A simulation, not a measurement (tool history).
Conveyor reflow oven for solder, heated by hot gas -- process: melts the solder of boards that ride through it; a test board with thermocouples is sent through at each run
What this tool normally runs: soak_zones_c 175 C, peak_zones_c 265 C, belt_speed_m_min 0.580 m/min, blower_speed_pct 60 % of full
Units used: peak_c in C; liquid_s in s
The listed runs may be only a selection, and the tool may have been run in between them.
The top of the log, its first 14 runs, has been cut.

{"run": 15, "hour": 1105.4, "soak_zones_c": 175, "peak_zones_c": 265, "belt_speed_m_min": 0.58, "blower_speed_pct": 81, "peak_c": 249.8, "liquid_s": 46.7}
{"run": 16, "hour": 1198.3, "soak_zones_c": 175, "peak_zones_c": 265, "belt_speed_m_min": 0.58, "blower_speed_pct": 81, "peak_c": 249.9, "liquid_s": 46.6}
{"hour": 1277.1, "done": "flux residue cleaned out of gas plates and filters"}
{"run": 17, "hour": 1278.9, "soak_zones_c": 175, "peak_zones_c": 265, "belt_speed_m_min": 0.601, "blower_speed_pct": 59, "peak_c": 243.7, "liquid_s": 38.9}
{"hour": 1341.2, "done": "belt drive overhauled, speed set with a stopwatch"}
{"hour": 1343.2, "done": "thermocouples of zones 6 and 7 changed"}
{"run": 18, "hour": 1355.7, "soak_zones_c": 175, "peak_zones_c": 265, "belt_speed_m_min": 0.544, "blower_speed_pct": 59, "peak_c": 244.4, "liquid_s": 43.8}
{"run": 19, "hour": 1431.4, "soak_zones_c": 179, "peak_zones_c": 267, "belt_speed_m_min": 0.495, "blower_speed_pct": 81, "peak_c": 257.0, "liquid_s": 59.8}
{"run": 20, "hour": 1510.0, "soak_zones_c": 166, "peak_zones_c": 265, "belt_speed_m_min": 0.662, "blower_speed_pct": 64, "peak_c": 235.8, "liquid_s": 25.3}
{"run": 21, "hour": 1589.3, "soak_zones_c": 175, "peak_zones_c": 265, "belt_speed_m_min": 0.483, "blower_speed_pct": 60, "peak_c": 248.4, "liquid_s": 53.0}
{"run": 22, "hour": 1668.9, "soak_zones_c": 175, "peak_zones_c": 265, "belt_speed_m_min": 0.483, "blower_speed_pct": 60, "peak_c": 247.8, "liquid_s": 52.4}
{"hour": 1678.1, "done": "flux residue cleaned out of gas plates and filters"}
{"run": 23, "hour": 1767.1, "soak_zones_c": 175, "peak_zones_c": 265, "belt_speed_m_min": 0.483, "blower_speed_pct": 60, "peak_c": 249.9, "liquid_s": 54.3}
{"run": 24, "hour": 1835.5, "soak_zones_c": 182, "peak_zones_c": 265, "belt_speed_m_min": 0.651, "blower_speed_pct": 60, "peak_c": 241.1, "liquid_s": 32.6}
{"run": 25, "hour": 1912.1, "soak_zones_c": 188, "peak_zones_c": 258, "belt_speed_m_min": 0.487, "blower_speed_pct": 76, "peak_c": 249.1, "liquid_s": 60.3}
{"run": 26, "hour": 1964.2, "soak_zones_c": 188, "peak_zones_c": 258, "belt_speed_m_min": 0.487, "blower_speed_pct": 76, "peak_c": 249.2, "liquid_s": 60.2}
{"run": 27, "hour": 2008.9, "soak_zones_c": 169, "peak_zones_c": 265, "belt_speed_m_min": 0.464, "blower_speed_pct": 71, "peak_c": 251.9, "liquid_s": 57.9}
{"hour": 2063.9, "done": "thermocouples of zones 6 and 7 changed"}
{"hour": 2074.3, "done": "flux residue cleaned out of gas plates and filters"}
{"run": 28, "hour": 2103.8, "soak_zones_c": 186, "peak_zones_c": 265, "belt_speed_m_min": 0.482, "blower_speed_pct": 65, "peak_c": 252.9, "liquid_s": 62.1}
{"run": 29, "hour": 2163.2, "soak_zones_c": 186, "peak_zones_c": 265, "belt_speed_m_min": 0.482, "blower_speed_pct": 65, "peak_c": 252.7, "liquid_s": 62.2}
{"run": 30, "hour": 2224.6, "soak_zones_c": 184, "peak_zones_c": 265, "belt_speed_m_min": 0.482, "blower_speed_pct": 89, "peak_c": 257.5, "liquid_s": 65.6}

Branching from run 30: 4 alternative next runs. What would each branch give?
{"run": "A", "hour": 2323.1, "soak_zones_c": 175, "peak_zones_c": 265, "belt_speed_m_min": 0.58, "blower_speed_pct": 55, "peak_c": "?", "liquid_s": "?"}
{"run": "B", "hour": 2323.1, "soak_zones_c": 164, "peak_zones_c": 265, "belt_speed_m_min": 0.58, "blower_speed_pct": 52, "peak_c": "?", "liquid_s": "?"}
{"run": "C", "hour": 2323.1, "soak_zones_c": 185, "peak_zones_c": 266, "belt_speed_m_min": 0.58, "blower_speed_pct": 54, "peak_c": "?", "liquid_s": "?"}
{"run": "D", "hour": 2323.1, "soak_zones_c": 175, "peak_zones_c": 270, "belt_speed_m_min": 0.651, "blower_speed_pct": 86, "peak_c": "?", "liquid_s": "?"}

run=A peak_c=240.5 liquid_s=36.3
run=B peak_c=235.3 liquid_s=28.3
run=C peak_c=244.1 liquid_s=41.5
run=D peak_c=251.3 liquid_s=40.6
The same runs, with their run-to-run variation unchanged, on a tool lacking any hidden condition would have given:
run=A peak_c=241.3 liquid_s=36.9
run=B peak_c=236.1 liquid_s=29.1
run=C peak_c=244.7 liquid_s=41.9
run=D peak_c=252.9 liquid_s=41.3
